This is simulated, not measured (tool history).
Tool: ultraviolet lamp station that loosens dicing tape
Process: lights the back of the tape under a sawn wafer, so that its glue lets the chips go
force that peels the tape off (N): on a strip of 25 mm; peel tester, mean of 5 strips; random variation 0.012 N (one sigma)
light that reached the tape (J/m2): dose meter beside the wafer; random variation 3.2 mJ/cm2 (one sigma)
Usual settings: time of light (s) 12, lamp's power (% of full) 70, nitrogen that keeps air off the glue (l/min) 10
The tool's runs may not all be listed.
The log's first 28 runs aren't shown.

run	hour	time of light (s)	lamp's power (% of full)	nitrogen that keeps air off the glue (l/min)	hours of work of the lamp	hours of work since the window was cleaned	force that peels the tape off (N)	light that reached the tape (J/m2)
29	956.2	15	71	5	368	228	0.933	4790
30	991.4	11	62	4	383	243	1.870	3070
31	1010.1	12	87	3	391	251	1.282	4630
32	1051.1	12	87	3	408	268	1.300	4560
33	1095.2	12	87	3	427	287	1.310	4460
34	1118.4	21	66	3	437	297	0.879	5920
35	1163.5	21	66	3	456	316	0.893	5820
36	1187.6	21	66	3	466	326	0.920	5790
37	1228.6	21	90	3	483	343	0.542	7650
38	1272.0	6	90	4	501	362	2.543	2110
39	1304.7	15	83	6	515	375	0.797	4850
40	1344.3	8	65	6	532	392	2.320	2030
41	1369.1	18	65	17	542	402	0.536	4470
42	1388.3	18	65	17	550	411	0.523	4470

5 ways to go on from here, each from the tool as it stands after run 42. What would each give?
A	1426.2	7	80	18	566	427	?	?
B	1426.2	11	78	17	566	427	?	?
C	1426.2	18	65	4	566	427	?	?
D	1426.2	18	65	14	566	427	?	?
E	1426.2	13	69	10	566	427	?	?

run	force that peels the tape off (N)	light that reached the tape (J/m2)
A	1.641	2120
B	0.976	3240
C	1.146	4400
D	0.590	4370
E	1.078	3380
Without the tool's hidden state the same runs would have given:
run	force that peels the tape off (N)	light that reached the tape (J/m2)
A	0.872	3370
B	0.419	5150
C	0.522	6990
D	0.234	6940
E	0.477	5380
